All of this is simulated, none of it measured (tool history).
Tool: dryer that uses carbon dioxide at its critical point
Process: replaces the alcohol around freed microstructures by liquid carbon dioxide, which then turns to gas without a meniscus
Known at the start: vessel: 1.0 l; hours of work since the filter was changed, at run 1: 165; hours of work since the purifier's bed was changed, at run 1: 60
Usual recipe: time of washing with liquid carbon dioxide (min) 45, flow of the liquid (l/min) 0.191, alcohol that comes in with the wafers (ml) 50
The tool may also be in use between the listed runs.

| run | hour | time of washing with liquid carbon dioxide (min) | flow of the liquid (l/min) | alcohol that comes in with the wafers (ml) | hours of work since the filter was changed | hours of work since the purifier's bed was changed | alcohol left in the vessel before it's heated (ppm by volume) |
|---|---|---|---|---|---|---|---|
| 1 | 0.0 | 45 | 0.191 | 50 | 165 | 60 | 69 |
| 2 | 10.7 | 45 | 0.191 | 50 | 173 | 68 | 84 |
| 3 | 26.1 | 45 | 0.191 | 50 | 184 | 79 | 93 |
| 4 | 35.0 | 45 | 0.191 | 50 | 190 | 85 | 80 |
| 5 | 50.1 | 45 | 0.191 | 50 | 200 | 96 | 97 |
| 6 | 67.9 | 50 | 0.126 | 33 | 213 | 108 | 263 |
| 7 | 84.6 | 50 | 0.126 | 33 | 225 | 120 | 275 |

What will run 8 give?
| 8 | 95.0 | 50 | 0.261 | 113 | 232 | 127 | ? |

Run 8 measured alcohol left in the vessel before it's heated (ppm by volume) 42.
With the hidden condition absent and the run-to-run variation left alone, this run would have shown alcohol left in the vessel before it's heated (ppm by volume) 9.
